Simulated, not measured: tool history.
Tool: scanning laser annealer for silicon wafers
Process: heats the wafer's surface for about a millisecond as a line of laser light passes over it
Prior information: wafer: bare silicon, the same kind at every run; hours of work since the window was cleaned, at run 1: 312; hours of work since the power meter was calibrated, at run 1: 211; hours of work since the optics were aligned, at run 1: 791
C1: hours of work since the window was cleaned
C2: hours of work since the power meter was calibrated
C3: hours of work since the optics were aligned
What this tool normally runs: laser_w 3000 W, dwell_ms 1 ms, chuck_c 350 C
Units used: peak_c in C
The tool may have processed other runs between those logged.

Run 1, day 0: usual settings; C1 312; C2 211; C3 791. Result: peak_c 1024 C.
Run 2, day 3.279: usual settings; C1 351; C2 250; C3 830. Result: peak_c 1017 C.
At day 6.8: window over the wafer cleaned.
Run 3, day 6.912: usual settings but laser_w 2611 W; C1 1; C2 292; C3 873. Result: peak_c 962 C.
Run 4, day 9.525: usual settings but laser_w 2611 W; C1 32; C2 323; C3 904. Result: peak_c 962 C.
Run 5, day 12.871: usual settings; C1 72; C2 363; C3 944. Result: peak_c 1042 C.
Run 6, day 15.338: usual settings; C1 102; C2 393; C3 973. Result: peak_c 1039 C.
Run 7, day 18.983: usual settings; C1 145; C2 436; C3 1016. Result: peak_c 1036 C.
Run 8, day 20.483: usual settings; C1 163; C2 454; C3 1034. Result: peak_c 1035 C.
Run 9, day 23.992: usual settings; C1 205; C2 496; C3 1076. Result: peak_c 1034 C.
Run 10, day 26.579: usual settings but chuck_c 315 C; C1 236; C2 527; C3 1107. Result: peak_c 992 C.
Run 11, day 29.392: usual settings but chuck_c 315 C; C1 269; C2 560; C3 1141. Result: peak_c 989 C.
Run 12, day 31.962: usual settings but chuck_c 315 C; C1 300; C2 591; C3 1171. Result: peak_c 985 C.
Run 13, day 34.604: usual settings but chuck_c 315 C; C1 331; C2 622; C3 1203. Result: peak_c 985 C.
Run 14, day 36.925: usual settings but chuck_c 315 C; C1 359; C2 650; C3 1230. Result: peak_c 985 C.
At day 37.329: optics aligned, line set to its width.
At day 40.054: window over the wafer cleaned.
Run 15, day 40.233: usual settings but chuck_c 315 C; C1 2; C2 686; C3 34. Result: peak_c 1008 C.
Run 16, day 42.317: usual settings but chuck_c 315 C; C1 27; C2 711; C3 59. Result: peak_c 1007 C.
Run 17, day 43.992: usual settings but chuck_c 315 C; C1 47; C2 731; C3 78. Result: peak_c 1006 C.
Run 18, day 46.279: usual settings; C1 74; C2 758; C3 106. Result: peak_c 1038 C.
At day 47.838: optics aligned, line set to its width, once more.
Run 19, day 48.008: usual settings; C1 92; C2 776; C3 2. Result: peak_c 1046 C.
Run 20, day 49.775: usual settings; C1 113; C2 797; C3 23. Result: peak_c 1044 C.
Run 21, day 51.408: usual settings but laser_w 2830 W, dwell_ms 1.18 ms, chuck_c 342 C; C1 133; C2 817; C3 43. Result: peak_c 1060 C.
Run 22, day 52.912: usual settings but chuck_c 381 C; C1 151; C2 835; C3 60. Result: peak_c 1070 C.
Run 23, day 56.517: usual settings but dwell_ms 0.99 ms, chuck_c 354 C; C1 194; C2 878; C3 103. Result: peak_c 1035 C.
Run 24, day 58.188: usual settings but laser_w 2849 W, dwell_ms 1.05 ms, chuck_c 313 C; C1 214; C2 898; C3 123. Result: peak_c 982 C.
Run 25, day 60.683: usual settings but laser_w 3185 W, dwell_ms 0.72 ms, chuck_c 313 C; C1 243; C2 927; C3 153. Result: peak_c 911 C.
Run 26, day 64.158: usual settings but chuck_c 322 C; C1 285; C2 969; C3 195. Result: peak_c 996 C.
Run 27, day 66.717: usual settings but chuck_c 322 C; C1 315; C2 999; C3 225. Result: peak_c 995 C.
Run 28, day 69.221: usual settings but laser_w 3285 W, dwell_ms 1.09 ms, chuck_c 367 C; C1 345; C2 1029; C3 255. Result: peak_c 1133 C.
Run 29, day 71.454: usual settings but laser_w 2692 W, dwell_ms 0.75 ms, chuck_c 340 C; C1 372; C2 1056; C3 282. Result: peak_c 855 C.
At day 73.308: window over the wafer cleaned.
Run 30, day 75.183: usual settings but laser_w 2692 W, dwell_ms 0.75 ms, chuck_c 340 C; C1 22; C2 1099; C3 325. Result: peak_c 880 C.
Run 31, day 78.179: usual settings but laser_w 2692 W, dwell_ms 1.05 ms, chuck_c 378 C; C1 58; C2 1135; C3 361. Result: peak_c 1023 C.
Run 32, day 81.596: usual settings but laser_w 2692 W, dwell_ms 1.05 ms, chuck_c 378 C; C1 99; C2 1176; C3 401. Result: peak_c 1022 C.
Run 33, day 84.775: usual settings but dwell_ms 0.73 ms, chuck_c 329 C; C1 137; C2 1214; C3 439. Result: peak_c 911 C.
Run 34, day 86.579: usual settings but dwell_ms 0.86 ms, chuck_c 368 C; C1 158; C2 1235; C3 461. Result: peak_c 998 C.
Run 35, day 90.029: usual settings but dwell_ms 0.86 ms, chuck_c 368 C; C1 199; C2 1276; C3 502. Result: peak_c 996 C.
Run 36, day 92.325: usual settings but dwell_ms 0.86 ms, chuck_c 368 C; C1 227; C2 1304; C3 529. Result: peak_c 989 C.
Run 37, day 94.246: usual settings but laser_w 3276 W, dwell_ms 0.86 ms, chuck_c 368 C; C1 250; C2 1326; C3 552. Result: peak_c 1046 C.
Run 38, day 97.892: usual settings but laser_w 2949 W, dwell_ms 1.21 ms, chuck_c 368 C; C1 293; C2 1370; C3 596. Result: peak_c 1107 C.
Run 39, day 99.521: usual settings but laser_w 3294 W, chuck_c 366 C; C1 312; C2 1389; C3 615. Result: peak_c 1105 C.
Run 40, day 103.138: usual settings but laser_w 2688 W, dwell_ms 0.94 ms; C1 356; C2 1432; C3 658. Result: peak_c 932 C.

Measured minus without-hidden-state, run by run (identical run-to-run variation in each term; gauge scatter may differ):
Unlogged tool condition in this case: light that passes the window, % of a clean one's; laser's true power over the reading, %; width of the line over the set one, %; drift of the gauge itself on peak_c, C.
run  peak_c
  1     -34
  2     -37
  3      -6
  4      -9
  5     -13
  6     -16
  7     -19
  8     -21
  9     -26
 10     -29
 11     -32
 12     -34
 13     -37
 14     -40
 15     -11
 16     -14
 17     -15
 18     -18
 19     -12
 20     -14
 21     -16
 22     -18
 23     -21
 24     -23
 25     -23
 26     -31
 27     -34
 28     -41
 29     -30
 30      -5
 31      -9
 32     -12
 33     -14
 34     -18
 35     -21
 36     -23
 37     -28
 38     -35
 39     -36
 40     -33

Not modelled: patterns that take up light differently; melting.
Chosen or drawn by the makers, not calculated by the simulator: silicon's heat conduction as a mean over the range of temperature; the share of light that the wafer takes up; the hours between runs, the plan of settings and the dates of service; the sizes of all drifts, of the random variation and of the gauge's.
